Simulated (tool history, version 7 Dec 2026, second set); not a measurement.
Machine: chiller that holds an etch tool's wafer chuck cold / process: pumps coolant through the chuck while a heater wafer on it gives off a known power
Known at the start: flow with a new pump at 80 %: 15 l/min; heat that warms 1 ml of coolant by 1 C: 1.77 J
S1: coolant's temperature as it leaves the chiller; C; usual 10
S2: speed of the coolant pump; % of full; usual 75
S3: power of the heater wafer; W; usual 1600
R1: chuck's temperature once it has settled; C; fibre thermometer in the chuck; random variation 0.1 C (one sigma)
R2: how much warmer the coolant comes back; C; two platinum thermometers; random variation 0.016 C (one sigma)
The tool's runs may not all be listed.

run 1 hour=0 | S1=10 S2=75 S3=1600 | R1=22.1 R2=3.98
run 2 hour=43.1 | S1=10 S2=75 S3=1600 | R1=22.2 R2=3.98
run 3 hour=111.4 | S1=10 S2=75 S3=1600 | R1=22 R2=3.96
run 4 hour=174.7 | S1=10 S2=75 S3=1600 | R1=22.2 R2=3.97
run 5 hour=223.9 | S1=10 S2=75 S3=1600 | R1=22.1 R2=3.97
run 6 hour=264.9 | S1=10 S2=75 S3=1600 | R1=22.2 R2=3.96
run 7 hour=294.8 | S1=10 S2=75 S3=1600 | R1=21.9 R2=3.99
-- hour=303.7 coolant pump overhauled
run 8 hour=356.9 | S1=10 S2=75 S3=1600 | R1=22.4 R2=4.06
run 9 hour=419.8 | S1=10 S2=69 S3=1573 | R1=22.8 R2=4.37
run 10 hour=450.3 | S1=5 S2=64 S3=998 | R1=13.8 R2=3
-- hour=486.8 coolant pump overhauled, once more
run 11 hour=517.3 | S1=8 S2=77 S3=2353 | R1=25 R2=5.5
run 12 hour=559.2 | S1=12 S2=75 S3=2380 | R1=29.4 R2=5.75
run 13 hour=628.6 | S1=10 S2=91 S3=1600 | R1=20.3 R2=3.16
run 14 hour=678.5 | S1=10 S2=91 S3=1600 | R1=20.2 R2=3.15
run 15 hour=718.4 | S1=4 S2=91 S3=841 | R1=9.7 R2=1.63
run 16 hour=757.4 | S1=4 S2=91 S3=841 | R1=9.7 R2=1.66

Predict each of these 4 candidate next runs independently; none follows another, all start after run 16:
run A hour=791.5 | S1=11 S2=88 S3=841 | R1=? R2=?
run B hour=791.5 | S1=17 S2=93 S3=996 | R1=? R2=?
run C hour=791.5 | S1=4 S2=91 S3=2325 | R1=? R2=?
run D hour=791.5 | S1=12 S2=65 S3=1742 | R1=? R2=?

run=A R1=16.8 R2=1.72
run=B R1=23.6 R2=1.92
run=C R1=19 R2=4.59
run=D R1=26.8 R2=4.9
With the hidden condition removed and each run's random variation left untouched, the same runs would have given:
run=A R1=15.9 R2=1.73
run=B R1=22.7 R2=1.92
run=C R1=17.5 R2=4.6
run=D R1=25.4 R2=4.9

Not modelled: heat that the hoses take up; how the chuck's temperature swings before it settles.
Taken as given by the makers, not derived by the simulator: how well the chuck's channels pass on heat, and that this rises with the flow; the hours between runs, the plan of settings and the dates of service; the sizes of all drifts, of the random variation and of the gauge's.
